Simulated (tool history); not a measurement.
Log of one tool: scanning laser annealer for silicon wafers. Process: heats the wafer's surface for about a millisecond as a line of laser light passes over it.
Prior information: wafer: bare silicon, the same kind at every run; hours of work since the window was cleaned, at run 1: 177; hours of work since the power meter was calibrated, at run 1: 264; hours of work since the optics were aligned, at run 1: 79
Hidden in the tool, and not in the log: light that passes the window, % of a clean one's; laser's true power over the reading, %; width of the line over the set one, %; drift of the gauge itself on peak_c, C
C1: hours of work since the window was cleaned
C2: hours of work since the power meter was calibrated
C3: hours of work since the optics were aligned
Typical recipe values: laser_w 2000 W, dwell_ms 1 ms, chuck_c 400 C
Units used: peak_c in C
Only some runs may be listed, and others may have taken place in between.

Run 1, hour 0: usual settings; C1 177; C2 264; C3 79. Result: peak_c 1107 C.
Run 2, hour 12: usual settings but dwell_ms 0.74 ms; C1 183; C2 271; C3 86. Result: peak_c 1020 C.
Run 3, hour 26.8: usual settings but dwell_ms 0.74 ms; C1 191; C2 279; C3 94. Result: peak_c 1022 C.
Run 4, hour 41.7: usual settings but laser_w 1781 W; C1 200; C2 287; C3 102. Result: peak_c 1009 C.
Run 5, hour 56.1: usual settings; C1 207; C2 295; C3 110. Result: peak_c 1105 C.
Run 6, hour 68.9: usual settings but laser_w 1762 W; C1 214; C2 302; C3 117. Result: peak_c 1005 C.
Run 7, hour 75.1: usual settings but laser_w 1762 W; C1 218; C2 305; C3 120. Result: peak_c 1000 C.
Run 8, hour 90.4: usual settings but chuck_c 374 C; C1 226; C2 313; C3 128. Result: peak_c 1077 C.
Run 9, hour 102.7: usual settings but dwell_ms 1.19 ms; C1 233; C2 320; C3 135. Result: peak_c 1152 C.
Run 10, hour 110.3: usual settings but laser_w 2059 W; C1 237; C2 324; C3 139. Result: peak_c 1126 C.
Run 11, hour 117.6: usual settings but dwell_ms 0.9 ms; C1 241; C2 328; C3 143. Result: peak_c 1073 C.
Run 12, hour 128.8: usual settings but laser_w 1900 W; C1 247; C2 334; C3 149. Result: peak_c 1059 C.
Run 13, hour 139.5: usual settings but laser_w 1900 W; C1 253; C2 340; C3 155. Result: peak_c 1061 C.
Run 14, hour 145.8: usual settings but laser_w 1900 W; C1 256; C2 343; C3 158. Result: peak_c 1060 C.
Run 15, hour 160.7: usual settings but dwell_ms 0.99 ms; C1 264; C2 352; C3 166. Result: peak_c 1099 C.
Run 16, hour 170.7: usual settings but dwell_ms 0.99 ms; C1 269; C2 357; C3 172. Result: peak_c 1093 C.
Run 17, hour 183.4: usual settings but dwell_ms 0.99 ms; C1 276; C2 364; C3 179. Result: peak_c 1098 C.
Run 18, hour 197.8: usual settings but laser_w 1894 W, dwell_ms 0.99 ms, chuck_c 376 C; C1 284; C2 372; C3 187. Result: peak_c 1027 C.
Run 19, hour 209.9: usual settings but laser_w 1894 W, dwell_ms 0.99 ms, chuck_c 376 C; C1 291; C2 378; C3 193. Result: peak_c 1026 C.
Run 20, hour 216.5: usual settings but laser_w 1746 W, dwell_ms 0.99 ms, chuck_c 364 C; C1 294; C2 382; C3 197. Result: peak_c 952 C.
Run 21, hour 229.9: usual settings but laser_w 1949 W, dwell_ms 1.11 ms, chuck_c 379 C; C1 302; C2 389; C3 204. Result: peak_c 1085 C.
At hour 235.7: optics aligned, line set to its width.
Run 22, hour 245: usual settings but laser_w 2115 W, dwell_ms 1.06 ms, chuck_c 438 C; C1 307; C2 395; C3 5. Result: peak_c 1205 C.
Run 23, hour 255.8: usual settings but laser_w 2115 W, dwell_ms 1.06 ms, chuck_c 438 C; C1 313; C2 400; C3 11. Result: peak_c 1201 C.
At hour 262.8: optics aligned, line set to its width, once more.
Run 24, hour 271: usual settings but laser_w 1704 W, dwell_ms 1.11 ms, chuck_c 438 C; C1 318; C2 406; C3 4. Result: peak_c 1045 C.
Run 25, hour 278.7: usual settings but laser_w 1704 W, dwell_ms 1.11 ms, chuck_c 438 C; C1 323; C2 410; C3 9. Result: peak_c 1041 C.
Run 26, hour 289.8: usual settings but laser_w 1704 W, dwell_ms 1.11 ms, chuck_c 438 C; C1 329; C2 416; C3 15. Result: peak_c 1040 C.
Run 27, hour 301.3: usual settings but laser_w 1751 W, dwell_ms 1.23 ms, chuck_c 396 C; C1 335; C2 422; C3 21. Result: peak_c 1047 C.
Run 28, hour 311.5: usual settings but laser_w 1751 W, dwell_ms 1.23 ms, chuck_c 396 C; C1 340; C2 428; C3 26. Result: peak_c 1045 C.
Run 29, hour 325.4: usual settings but laser_w 1963 W, dwell_ms 1.23 ms, chuck_c 383 C; C1 348; C2 435; C3 34. Result: peak_c 1130 C.
Run 30, hour 336.6: usual settings but laser_w 2015 W, dwell_ms 0.91 ms; C1 354; C2 441; C3 40. Result: peak_c 1080 C.
Run 31, hour 351.2: usual settings but laser_w 2015 W, dwell_ms 0.91 ms; C1 362; C2 449; C3 48. Result: peak_c 1077 C.
At hour 360.5: window over the wafer cleaned.
Run 32, hour 363.8: usual settings but laser_w 1837 W, dwell_ms 0.91 ms, chuck_c 422 C; C1 2; C2 455; C3 54. Result: peak_c 1045 C.

Each row is a separate what-if for the run after 32, all from the same tool condition, not one after another. Results?
Run A, hour 372.9: usual settings but laser_w 1929 W, dwell_ms 0.91 ms, chuck_c 436 C; C1 7; C2 460; C3 59. Result: peak_c ?.
Run B, hour 372.9: usual settings but laser_w 1840 W, dwell_ms 0.86 ms, chuck_c 407 C; C1 7; C2 460; C3 59. Result: peak_c ?.
Run C, hour 372.9: usual settings but chuck_c 424 C; C1 7; C2 460; C3 59. Result: peak_c ?.

run  peak_c
  A    1095
  B    1015
  C    1144
Without the tool's hidden state the same runs would have given:
run  peak_c
  A    1097
  B    1016
  C    1146
